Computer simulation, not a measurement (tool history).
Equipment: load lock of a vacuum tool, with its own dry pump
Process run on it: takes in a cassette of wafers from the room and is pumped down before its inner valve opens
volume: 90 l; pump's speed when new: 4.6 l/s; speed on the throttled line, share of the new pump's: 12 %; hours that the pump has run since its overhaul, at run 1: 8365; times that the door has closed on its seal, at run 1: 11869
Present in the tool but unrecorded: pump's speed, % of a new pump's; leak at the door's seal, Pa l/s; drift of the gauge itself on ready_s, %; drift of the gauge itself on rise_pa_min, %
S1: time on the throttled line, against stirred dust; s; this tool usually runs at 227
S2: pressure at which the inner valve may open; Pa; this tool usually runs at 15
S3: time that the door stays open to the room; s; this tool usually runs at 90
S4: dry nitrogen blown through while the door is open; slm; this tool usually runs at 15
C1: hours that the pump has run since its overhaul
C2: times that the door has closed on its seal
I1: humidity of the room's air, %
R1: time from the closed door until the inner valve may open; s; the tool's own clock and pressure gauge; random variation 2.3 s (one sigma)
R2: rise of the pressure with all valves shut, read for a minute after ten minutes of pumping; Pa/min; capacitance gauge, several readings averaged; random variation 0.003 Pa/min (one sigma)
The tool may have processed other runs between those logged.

run,hour,S1,S2,S3,S4,C1,C2,I1,R1,R2
1,0.0,227,15,90,15,8365,11869,46.0,372.8,0.045
2,439.7,227,15,90,15,8805,12645,40.6,371.6,0.041
3,995.6,227,15,90,15,9361,13627,47.5,377.2,0.041
4,1545.2,227,15,90,15,9910,14597,43.8,369.0,0.046
5,2007.5,227,15,90,6,10372,15413,43.6,371.2,0.054
6,2336.8,227,15,90,6,10702,15995,47.2,376.1,0.063
7,2602.1,227,15,222,15,10967,16463,47.0,373.9,0.073
8,3178.9,283,18,90,24,11544,17482,43.0,414.7,0.031
9,3469.6,283,28,90,16,11835,17995,46.0,413.0,0.038
10,4053.8,283,28,90,16,12419,19026,45.1,412.7,0.044
11,4523.6,227,18,58,15,12889,19856,44.3,370.9,0.029
# hour 4682.4: door's seal changed, seat wiped
12,4903.9,227,21,150,28,13267,391,42.9,364.5,0.040

How the hidden state differs across the entries between the runs, from the last listed run before each to the first after it:
In the gap between runs 11 and 12: door's seal changed, seat wiped (hour 4682.4)
  leak at the door's seal, Pa l/s: 0.0039 -> 0.002
